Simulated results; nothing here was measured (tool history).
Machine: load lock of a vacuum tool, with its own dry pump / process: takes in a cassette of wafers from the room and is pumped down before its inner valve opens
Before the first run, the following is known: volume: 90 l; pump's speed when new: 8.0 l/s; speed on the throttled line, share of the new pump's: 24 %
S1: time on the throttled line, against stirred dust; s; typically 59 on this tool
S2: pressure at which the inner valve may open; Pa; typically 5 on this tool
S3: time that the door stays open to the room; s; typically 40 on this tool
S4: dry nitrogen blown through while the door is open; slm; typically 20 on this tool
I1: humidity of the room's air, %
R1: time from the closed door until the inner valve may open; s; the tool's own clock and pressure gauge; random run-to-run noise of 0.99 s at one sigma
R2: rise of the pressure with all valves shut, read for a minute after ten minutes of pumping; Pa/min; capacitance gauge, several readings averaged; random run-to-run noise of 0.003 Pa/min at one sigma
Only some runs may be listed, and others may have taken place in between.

run,hour,S1,S2,S3,S4,I1,R1,R2
1,0.0,59,5,40,20,40.4,181.1,0.046
2,217.6,59,5,40,44,45.6,180.4,0.044
3,556.9,94,5,40,20,45.8,208.7,0.052
4,952.5,94,5,40,20,44.1,205.3,0.051
5,1196.9,94,4,40,20,44.3,211.8,0.052
6,1710.0,94,4,40,20,43.7,213.9,0.053
7,1937.9,59,5,40,20,42.0,185.3,0.055
8,2333.1,59,5,40,20,48.5,186.4,0.057
9,2619.1,59,5,40,20,47.9,183.3,0.055
10,3113.0,59,5,40,20,46.0,186.0,0.062
11,3512.1,59,5,40,20,43.4,187.8,0.055
12,3773.9,59,5,40,20,45.7,185.0,0.066
13,4138.5,59,5,89,20,45.4,187.0,0.078
14,4435.2,80,5,33,41,46.3,202.9,0.055
15,4906.1,62,5,88,41,45.7,190.9,0.062
16,5305.6,94,9,40,20,46.6,205.1,0.066
17,5828.9,94,9,40,20,45.5,205.3,0.071
18,6178.7,89,5,103,20,46.7,212.4,0.087
19,6499.0,89,5,103,20,43.9,216.3,0.088
20,6803.4,105,5,40,11,45.2,227.6,0.080
21,7269.5,79,4,40,7,46.9,214.6,0.081
22,7612.4,79,4,40,7,45.6,215.5,0.078
23,8092.2,79,8,40,7,42.5,201.5,0.085
# hour 8171.3: dry pump taken out, an overhauled one fitted
24,8600.4,64,5,108,8,44.1,161.4,0.112
25,9058.0,34,9,80,7,47.6,131.5,0.100
26,9431.8,111,5,40,20,47.4,198.7,0.081

4 options for the next run, each taken on its own from the tool as it stands now. Forecast them:
A,9854.8,91,5,40,20,49.8,?,?
B,9854.8,111,9,99,20,40.4,?,?
C,9854.8,59,5,77,20,44.3,?,?
D,9854.8,59,8,82,7,48.7,?,?

run,R1,R2
A,183.7,0.076
B,190.8,0.099
C,159.6,0.087
D,153.1,0.111
The same runs, with their run-to-run variation unchanged, on a tool lacking any hidden condition would have given:
run,R1,R2
A,182.1,0.014
B,189.6,0.036
C,158.1,0.025
D,151.7,0.050

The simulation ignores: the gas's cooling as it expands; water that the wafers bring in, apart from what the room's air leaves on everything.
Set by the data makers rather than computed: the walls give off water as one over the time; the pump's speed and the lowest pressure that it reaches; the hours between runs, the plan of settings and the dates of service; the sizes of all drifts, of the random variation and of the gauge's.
